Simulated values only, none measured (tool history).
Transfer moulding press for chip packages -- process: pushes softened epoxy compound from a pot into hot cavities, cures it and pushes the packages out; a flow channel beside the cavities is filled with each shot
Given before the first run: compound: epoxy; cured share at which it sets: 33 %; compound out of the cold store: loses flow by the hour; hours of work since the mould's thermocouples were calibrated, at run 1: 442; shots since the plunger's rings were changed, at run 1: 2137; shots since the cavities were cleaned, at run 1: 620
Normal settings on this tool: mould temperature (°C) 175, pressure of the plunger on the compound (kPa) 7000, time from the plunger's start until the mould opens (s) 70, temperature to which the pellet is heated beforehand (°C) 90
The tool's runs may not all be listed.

run,day,mould temperature (°C),pressure of the plunger on the compound (kPa),time from the plunger's start until the mould opens (s),temperature to which the pellet is heated beforehand (°C),hours of work since the mould's thermocouples were calibrated,shots since the plunger's rings were changed,shots since the cavities were cleaned,incoming compound's hours out of the cold store,length that the compound runs in the flow channel (mm),greatest force on the pins that push the packages out (N)
1,0.000,175,7000,70,90,442,2137,620,19.9,585,1013
# day 0.267: cavities cleaned with cleaning compound and waxed
2,1.025,175,7000,70,90,458,2488,276,38.3,538,790
# day 2.192: cavities cleaned with cleaning compound and waxed
3,2.338,175,7000,70,90,478,2943,53,40.1,536,636
4,3.475,175,7000,70,90,497,3358,468,30.0,551,933
# day 4.192: cavities cleaned with cleaning compound and waxed
5,4.412,175,7000,70,90,511,3676,81,45.0,513,663
6,4.954,175,7000,70,90,520,3874,279,33.6,538,824
7,5.958,175,7000,70,90,537,4238,643,44.0,515,960
# day 6.112: cavities cleaned with cleaning compound and waxed
8,6.654,175,7000,70,96,547,4469,197,27.4,548,739
# day 7.133: plunger's sealing rings changed
9,7.458,175,7000,70,96,559,120,453,18.3,596,892
# day 8.150: cavities cleaned with cleaning compound and waxed
10,8.221,175,7000,95,90,570,374,25,15.2,604,469
11,9.246,175,7000,95,90,587,748,399,32.9,557,691
# day 10.104: cavities cleaned with cleaning compound and waxed
12,10.467,175,7000,70,90,606,1169,131,24.5,572,719
13,11.400,172,7000,70,90,621,1509,471,36.3,552,1071
14,11.938,175,7000,70,90,630,1705,667,36.5,551,990
# day 12.058: cavities cleaned with cleaning compound and waxed
15,12.542,175,5590,70,80,639,1903,176,44.8,474,750
16,13.250,169,7000,70,90,650,2160,433,21.5,593,1271
# day 14.000: cavities cleaned with cleaning compound and waxed
17,14.438,169,7000,70,90,669,2569,159,40.7,539,949
18,15.300,175,7000,71,90,683,2884,474,45.9,520,801
# day 15.946: cavities cleaned with cleaning compound and waxed
19,16.012,175,7000,71,90,694,3121,25,8.8,608,651
# day 16.796: mould's thermocouples calibrated
20,17.100,175,5480,71,92,5,3487,391,8.2,533,941
21,17.704,175,5480,71,92,15,3707,611,10.1,532,984
# day 18.004: cavities cleaned with cleaning compound and waxed
22,18.738,175,6200,59,92,31,4059,266,40.4,494,1172
23,19.404,181,7000,54,90,42,4303,510,17.1,567,1338
# day 19.933: cavities cleaned with cleaning compound and waxed
# day 20.429: plunger's sealing rings changed
24,20.679,173,7000,101,96,60,91,233,40.4,551,614
25,21.800,174,7000,74,96,78,500,642,39.5,545,945
# day 22.021: cavities cleaned with cleaning compound and waxed
26,22.617,175,6070,70,97,91,773,216,15.7,554,789
27,23.171,175,6280,70,90,100,976,419,47.2,499,888

Below are 3 alternative next runs, each starting from the tool's condition after run 27. Predict each:
# day 23.975: cavities cleaned with cleaning compound and waxed
A,24.025,176,5990,52,90,113,1264,18,13.0,?,?
# day 23.975: cavities cleaned with cleaning compound and waxed
B,24.025,170,6910,59,90,113,1264,18,37.9,?,?
# day 23.975: cavities cleaned with cleaning compound and waxed
C,24.025,169,6280,100,90,113,1264,18,40.0,?,?

run,length that the compound runs in the flow channel (mm),greatest force on the pins that push the packages out (N)
A,560,1307
B,550,1207
C,525,485
Take away the tool's hidden state, keep each run's random variation, and the runs would have read:
run,length that the compound runs in the flow channel (mm),greatest force on the pins that push the packages out (N)
A,569,1284
B,560,1187
C,535,469

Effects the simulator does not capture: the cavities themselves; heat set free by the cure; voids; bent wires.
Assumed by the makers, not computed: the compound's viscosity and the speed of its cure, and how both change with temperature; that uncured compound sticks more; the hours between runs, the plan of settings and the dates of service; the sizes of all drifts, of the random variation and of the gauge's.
